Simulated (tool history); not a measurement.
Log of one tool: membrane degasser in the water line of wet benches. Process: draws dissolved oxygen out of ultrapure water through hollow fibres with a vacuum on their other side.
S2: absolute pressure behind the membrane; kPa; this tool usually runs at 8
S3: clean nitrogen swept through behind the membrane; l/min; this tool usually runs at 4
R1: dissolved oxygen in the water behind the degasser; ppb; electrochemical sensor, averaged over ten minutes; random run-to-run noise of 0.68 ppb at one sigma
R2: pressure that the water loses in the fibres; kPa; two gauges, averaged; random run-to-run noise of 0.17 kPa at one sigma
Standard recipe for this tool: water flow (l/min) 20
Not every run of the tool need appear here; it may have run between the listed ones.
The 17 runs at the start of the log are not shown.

{"run": 18, "hour": 3678.1, "water flow (l/min)": 12, "S2": 14.56, "S3": 2.4, "R1": 137.3, "R2": 17.79}
{"run": 19, "hour": 4011.2, "water flow (l/min)": 12, "S2": 14.56, "S3": 2.4, "R1": 136.8, "R2": 17.94}
{"run": 20, "hour": 4256.4, "water flow (l/min)": 12, "S2": 14.56, "S3": 2.4, "R1": 137.6, "R2": 17.82}
{"hour": 4288.7, "done": "seals of the vacuum lines changed"}
{"run": 21, "hour": 4433.3, "water flow (l/min)": 20, "S2": 8, "S3": 4, "R1": 61.4, "R2": 29.64}
{"run": 22, "hour": 4617.0, "water flow (l/min)": 20, "S2": 8, "S3": 4, "R1": 61.6, "R2": 30.24}
{"run": 23, "hour": 4771.1, "water flow (l/min)": 14, "S2": 8, "S3": 1.68, "R1": 95.6, "R2": 21.39}
{"run": 24, "hour": 4967.7, "water flow (l/min)": 14, "S2": 8, "S3": 4, "R1": 41.9, "R2": 21.37}
{"run": 25, "hour": 5204.0, "water flow (l/min)": 14, "S2": 8, "S3": 4, "R1": 41.8, "R2": 21.11}
{"run": 26, "hour": 5407.5, "water flow (l/min)": 30, "S2": 8, "S3": 4, "R1": 105.3, "R2": 45.32}
{"run": 27, "hour": 5745.2, "water flow (l/min)": 30, "S2": 8, "S3": 4, "R1": 105.8, "R2": 45.52}
{"run": 28, "hour": 5899.9, "water flow (l/min)": 30, "S2": 8, "S3": 4, "R1": 105.5, "R2": 45.12}

The next listed run, before its measurement:
{"run": 29, "hour": 6116.7, "water flow (l/min)": 23, "S2": 11.02, "S3": 2.51, "R1": "?", "R2": "?"}

{"run 29": {"R1": 176, "R2": 34.93}}
Minus the tool's unlogged condition, the same run would have read R1 175.7 ppb, R2 34.23 kPa.
